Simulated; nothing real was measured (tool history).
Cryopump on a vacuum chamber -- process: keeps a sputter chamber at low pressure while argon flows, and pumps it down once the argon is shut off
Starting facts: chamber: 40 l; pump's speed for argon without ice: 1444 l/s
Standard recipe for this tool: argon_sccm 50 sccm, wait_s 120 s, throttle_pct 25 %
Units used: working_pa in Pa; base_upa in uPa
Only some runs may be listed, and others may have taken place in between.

run 1 day=0.000 | argon_sccm=50 wait_s=120 throttle_pct=25 | working_pa=0.2379 base_upa=1.40
run 2 day=0.854 | argon_sccm=50 wait_s=120 throttle_pct=25 | working_pa=0.2379 base_upa=1.42
run 3 day=2.446 | argon_sccm=50 wait_s=120 throttle_pct=25 | working_pa=0.2376 base_upa=1.42
run 4 day=3.571 | argon_sccm=50 wait_s=88 throttle_pct=25 | working_pa=0.2365 base_upa=1.64
run 5 day=5.383 | argon_sccm=50 wait_s=44 throttle_pct=25 | working_pa=0.2403 base_upa=2.41
run 6 day=7.058 | argon_sccm=50 wait_s=44 throttle_pct=25 | working_pa=0.2361 base_upa=2.37
run 7 day=8.654 | argon_sccm=50 wait_s=120 throttle_pct=16 | working_pa=0.3677 base_upa=1.51
run 8 day=9.921 | argon_sccm=50 wait_s=120 throttle_pct=16 | working_pa=0.3727 base_upa=1.46
run 9 day=11.804 | argon_sccm=50 wait_s=120 throttle_pct=16 | working_pa=0.3738 base_upa=1.51
run 10 day=13.421 | argon_sccm=50 wait_s=120 throttle_pct=25 | working_pa=0.2418 base_upa=1.51
run 11 day=14.608 | argon_sccm=28 wait_s=120 throttle_pct=25 | working_pa=0.1351 base_upa=1.54
-- day=14.862 leaking fittings of the chamber tightened, without venting
run 12 day=15.600 | argon_sccm=28 wait_s=120 throttle_pct=25 | working_pa=0.1355 base_upa=0.76
run 13 day=17.212 | argon_sccm=77 wait_s=120 throttle_pct=25 | working_pa=0.3682 base_upa=0.77
run 14 day=18.283 | argon_sccm=50 wait_s=120 throttle_pct=38 | working_pa=0.1607 base_upa=0.81
run 15 day=19.638 | argon_sccm=50 wait_s=120 throttle_pct=35 | working_pa=0.1750 base_upa=0.78
run 16 day=20.633 | argon_sccm=76 wait_s=286 throttle_pct=28 | working_pa=0.3306 base_upa=0.48
run 17 day=22.038 | argon_sccm=76 wait_s=286 throttle_pct=28 | working_pa=0.3279 base_upa=0.51
run 18 day=22.979 | argon_sccm=81 wait_s=61 throttle_pct=26 | working_pa=0.3786 base_upa=1.32
run 19 day=24.117 | argon_sccm=50 wait_s=120 throttle_pct=49 | working_pa=0.1276 base_upa=0.81
run 20 day=25.754 | argon_sccm=50 wait_s=65 throttle_pct=38 | working_pa=0.1617 base_upa=1.29
run 21 day=27.612 | argon_sccm=50 wait_s=65 throttle_pct=38 | working_pa=0.1631 base_upa=1.27
run 22 day=28.908 | argon_sccm=25 wait_s=23 throttle_pct=22 | working_pa=0.1375 base_upa=3.04
run 23 day=29.933 | argon_sccm=69 wait_s=29 throttle_pct=22 | working_pa=0.3800 base_upa=2.48
run 24 day=31.300 | argon_sccm=36 wait_s=33 throttle_pct=31 | working_pa=0.1443 base_upa=2.30
run 25 day=33.017 | argon_sccm=68 wait_s=35 throttle_pct=27 | working_pa=0.3084 base_upa=2.09
run 26 day=33.917 | argon_sccm=21 wait_s=67 throttle_pct=55 | working_pa=0.0495 base_upa=1.32
run 27 day=35.546 | argon_sccm=92 wait_s=120 throttle_pct=24 | working_pa=0.4672 base_upa=0.90

5 ways to go on from here, each from the tool as it stands after run 27. What would each give?
-- day=37.508 pump warmed up, emptied and cooled again
run A day=37.688 | argon_sccm=54 wait_s=120 throttle_pct=25 | working_pa=? base_upa=?
-- day=37.508 pump warmed up, emptied and cooled again
run B day=37.688 | argon_sccm=29 wait_s=25 throttle_pct=23 | working_pa=? base_upa=?
-- day=37.508 pump warmed up, emptied and cooled again
run C day=37.688 | argon_sccm=92 wait_s=21 throttle_pct=20 | working_pa=? base_upa=?
-- day=37.508 pump warmed up, emptied and cooled again
run D day=37.688 | argon_sccm=68 wait_s=33 throttle_pct=49 | working_pa=? base_upa=?
-- day=37.508 pump warmed up, emptied and cooled again
run E day=37.688 | argon_sccm=87 wait_s=120 throttle_pct=28 | working_pa=? base_upa=?

run=A working_pa=0.2540 base_upa=0.87
run=B working_pa=0.1484 base_upa=2.97
run=C working_pa=0.5363 base_upa=3.27
run=D working_pa=0.1635 base_upa=2.30
run=E working_pa=0.3652 base_upa=0.90
What these runs would have given with no unlogged condition in the tool:
run=A working_pa=0.2527 base_upa=0.72
run=B working_pa=0.1477 base_upa=2.82
run=C working_pa=0.5341 base_upa=3.13
run=D working_pa=0.1619 base_upa=2.16
run=E working_pa=0.3631 base_upa=0.76
